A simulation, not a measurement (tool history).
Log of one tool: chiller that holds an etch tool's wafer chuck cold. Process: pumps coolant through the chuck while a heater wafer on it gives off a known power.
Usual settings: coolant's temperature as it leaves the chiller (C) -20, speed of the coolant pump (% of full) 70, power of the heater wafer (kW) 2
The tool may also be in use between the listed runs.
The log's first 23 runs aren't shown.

run    hour  coolant's temperature as it leaves the chiller (C)  speed of the coolant pump (% of full)  power of the heater wafer (kW)  chuck's temperature once it has settled (C)  how much warmer the coolant comes back (C)
 24   997.3                                                 -12                                     79                           1.235                                         -1.7                                        3.99
 25  1036.8                                                 -26                                     85                           1.493                                        -14.2                                        4.57
 26  1085.5                                                 -26                                     85                           1.493                                        -14.3                                        4.48
 27  1141.1                                                 -20                                     93                           1.279                                        -10.7                                        3.54
 28  1168.3                                                 -20                                     77                           2.726                                            3                                        9.02
 29  1203.1                                                 -21                                     74                            2.94                                          4.6                                        10.2
 30  1230.1                                                 -21                                     74                            2.94                                          4.6                                       10.14
 31  1255.5                                                 -17                                     86                           1.228                                         -7.5                                        3.67
 32  1293.6                                                 -13                                     68                           1.228                                         -1.5                                        4.64

3 ways to go on from here, each from the tool as it stands after run 32. What would each give?
  A  1349.9                                                 -22                                     76                           2.782                                            ?                                           ?
  B  1349.9                                                 -13                                     94                           2.685                                            ?                                           ?
  C  1349.9                                                 -20                                     74                           1.228                                            ?                                           ?

run  chuck's temperature once it has settled (C)  how much warmer the coolant comes back (C)
  A                                          1.8                                         9.4
  B                                          6.6                                        7.43
  C                                         -9.3                                        4.22
Without the tool's hidden state the same runs would have given:
run  chuck's temperature once it has settled (C)  how much warmer the coolant comes back (C)
  A                                          1.8                                         9.4
  B                                          6.6                                        7.42
  C                                         -9.3                                        4.21
